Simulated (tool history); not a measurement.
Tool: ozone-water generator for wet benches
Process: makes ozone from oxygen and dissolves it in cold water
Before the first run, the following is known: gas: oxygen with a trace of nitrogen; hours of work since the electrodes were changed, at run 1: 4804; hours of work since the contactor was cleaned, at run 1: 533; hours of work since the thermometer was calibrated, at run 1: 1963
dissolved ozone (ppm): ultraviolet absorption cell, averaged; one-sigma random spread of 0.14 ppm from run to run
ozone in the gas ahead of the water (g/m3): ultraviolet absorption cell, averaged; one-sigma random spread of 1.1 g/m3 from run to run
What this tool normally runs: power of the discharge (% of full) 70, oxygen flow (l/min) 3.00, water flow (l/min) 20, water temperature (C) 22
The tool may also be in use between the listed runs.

run,hour,power of the discharge (% of full),oxygen flow (l/min),water flow (l/min),water temperature (C),hours of work since the electrodes were changed,hours of work since the contactor was cleaned,hours of work since the thermometer was calibrated,dissolved ozone (ppm),ozone in the gas ahead of the water (g/m3)
1,0.0,70,3.00,20,22,4804,533,1963,12.3,162.0
2,112.5,70,3.00,20,22,4887,616,2046,12.6,161.6
3,204.0,70,3.00,20,22,4954,683,2113,12.4,161.2
4,318.4,70,3.00,20,22,5039,767,2198,12.5,161.7
5,489.2,70,3.00,20,22,5164,893,2324,12.2,160.8
6,580.6,70,3.00,20,22,5232,961,2391,12.1,159.1
7,664.1,70,3.00,20,22,5293,1022,2452,12.1,158.0
8,770.3,70,3.00,20,22,5372,1100,2531,12.1,158.5
9,959.7,70,3.00,20,22,5511,1240,2670,12.0,158.5
10,1098.2,70,3.00,20,22,5613,1342,2772,11.7,155.9
11,1194.1,70,3.38,20,22,5684,1413,2843,12.0,147.6
12,1292.5,70,3.38,20,22,5757,1485,2916,12.0,146.2
13,1448.2,70,3.38,20,22,5871,1600,3030,12.0,145.0
14,1625.2,70,3.00,20,22,6002,1731,3161,11.6,153.1
15,1780.9,70,3.00,31,15,6117,1845,3276,7.7,150.2
16,1859.6,99,2.32,23,29,6175,1903,3334,11.0,211.6
17,1973.2,99,2.32,23,29,6258,1987,3417,11.0,214.5
18,2163.1,70,4.66,16,22,6398,2127,3557,14.1,121.5
19,2267.0,70,4.66,16,22,6475,2204,3634,14.0,119.2
20,2439.9,70,4.66,16,22,6602,2331,3761,13.9,119.1
21,2568.6,70,4.66,16,22,6697,2426,3856,13.7,118.2
22,2651.9,89,3.41,20,29,6759,2487,3918,11.8,159.9
23,2788.8,60,1.80,20,24,6859,2588,4019,8.8,170.5
24,2940.4,70,3.00,20,16,6971,2700,4130,11.4,144.0
25,3045.7,83,3.00,20,15,7049,2778,4208,12.8,159.4
26,3235.4,83,3.00,20,15,7189,2917,4348,12.7,159.4
27,3370.6,70,1.58,12,22,7288,3017,4447,15.0,195.3
28,3486.6,70,1.61,12,22,7374,3103,4533,14.9,194.1

What if the next run were any one of these 5? Each begins from the tool's condition after run 28:
A,3643.3,70,2.38,20,22,7489,3218,4648,?,?
B,3643.3,70,3.00,20,17,7489,3218,4648,?,?
C,3643.3,43,1.56,12,22,7489,3218,4648,?,?
D,3643.3,70,3.00,30,22,7489,3218,4648,?,?
E,3643.3,81,3.00,21,22,7489,3218,4648,?,?

run,dissolved ozone (ppm),ozone in the gas ahead of the water (g/m3)
A,9.9,157.5
B,11.0,139.8
C,11.3,146.8
D,7.1,141.6
E,11.0,152.9
With no hidden state in the tool, these same runs would have given:
run,dissolved ozone (ppm),ozone in the gas ahead of the water (g/m3)
A,15.0,227.7
B,16.7,202.7
C,14.9,187.2
D,10.7,204.7
E,17.2,229.8
